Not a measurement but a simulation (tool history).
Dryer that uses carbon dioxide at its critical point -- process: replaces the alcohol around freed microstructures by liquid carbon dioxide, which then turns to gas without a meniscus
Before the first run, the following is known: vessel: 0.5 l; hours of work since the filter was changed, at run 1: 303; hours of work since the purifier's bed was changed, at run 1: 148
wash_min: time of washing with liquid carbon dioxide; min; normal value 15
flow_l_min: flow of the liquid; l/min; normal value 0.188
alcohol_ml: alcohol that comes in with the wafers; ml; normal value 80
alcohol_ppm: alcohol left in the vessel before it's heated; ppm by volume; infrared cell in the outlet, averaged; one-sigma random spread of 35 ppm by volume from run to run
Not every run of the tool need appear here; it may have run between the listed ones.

run,hour,wash_min,flow_l_min,alcohol_ml,hours of work since the filter was changed,hours of work since the purifier's bed was changed,alcohol_ppm
1,0.0,15,0.188,80,303,148,3374
2,14.8,15,0.304,80,314,160,277
3,29.2,21,0.304,80,325,171,37
4,43.4,21,0.304,80,336,182,36
5,64.2,10,0.188,80,352,198,12495
6,94.0,10,0.188,80,375,220,13010
7,106.8,15,0.244,80,385,230,1184
# hour 118.1: inlet filter changed
8,132.4,15,0.188,80,11,249,2329
9,160.0,15,0.188,80,32,270,2421
10,189.3,15,0.188,40,55,293,1273
11,209.5,15,0.188,40,70,308,1254
12,239.4,15,0.188,35,93,331,1131
13,259.8,15,0.188,35,109,347,1186
14,287.0,15,0.188,35,130,368,1255
15,310.2,15,0.188,35,148,386,1272
16,338.9,15,0.188,35,170,408,1340
17,363.9,15,0.188,35,189,427,1330
18,379.2,15,0.188,35,201,439,1370
19,401.5,15,0.233,35,218,456,528
20,424.9,15,0.233,35,236,474,534
21,452.7,15,0.139,35,257,495,4279
22,474.2,15,0.139,35,274,512,4390
23,502.6,15,0.139,35,296,534,4357
24,515.7,15,0.139,35,306,544,4483
25,531.4,15,0.139,35,318,556,4442
26,560.3,13,0.129,39,340,578,8714
27,582.6,13,0.129,39,357,595,8804
28,608.3,13,0.129,66,377,615,15319
# hour 629.9: inlet filter changed
29,629.9,13,0.200,66,0,631,2648
30,644.6,15,0.272,99,11,642,442
31,660.8,12,0.188,80,24,655,5690
32,686.8,14,0.167,93,44,675,6143
33,716.0,14,0.283,93,66,697,523
34,742.2,10,0.113,80,86,717,32615
35,767.0,10,0.113,54,105,736,22600
36,779.1,14,0.188,25,115,746,1213
37,794.9,14,0.188,25,127,758,1203
38,813.2,14,0.188,25,141,772,1222
39,834.6,14,0.188,25,157,788,1239
40,857.6,15,0.173,80,175,806,4174
41,874.9,9,0.210,35,188,819,4716
42,900.2,9,0.210,35,208,839,4927
43,930.2,16,0.167,40,231,862,2090
44,946.9,16,0.167,40,244,875,2152
45,974.9,16,0.167,40,265,896,2163
46,1002.2,16,0.167,40,286,917,2213
47,1017.8,16,0.167,40,298,929,2219

Each row is a separate what-if for the run after 47, all from the same tool condition, not one after another. Results?
A,1033.2,11,0.265,41,310,941,?
B,1033.2,10,0.307,40,310,941,?
C,1033.2,24,0.188,39,310,941,?
D,1033.2,15,0.248,66,310,941,?

run,alcohol_ppm
A,1549
B,1150
C,275
D,858
The same runs, with their run-to-run variation unchanged, on a tool lacking any hidden condition would have given:
run,alcohol_ppm
A,923
B,651
C,93
D,430
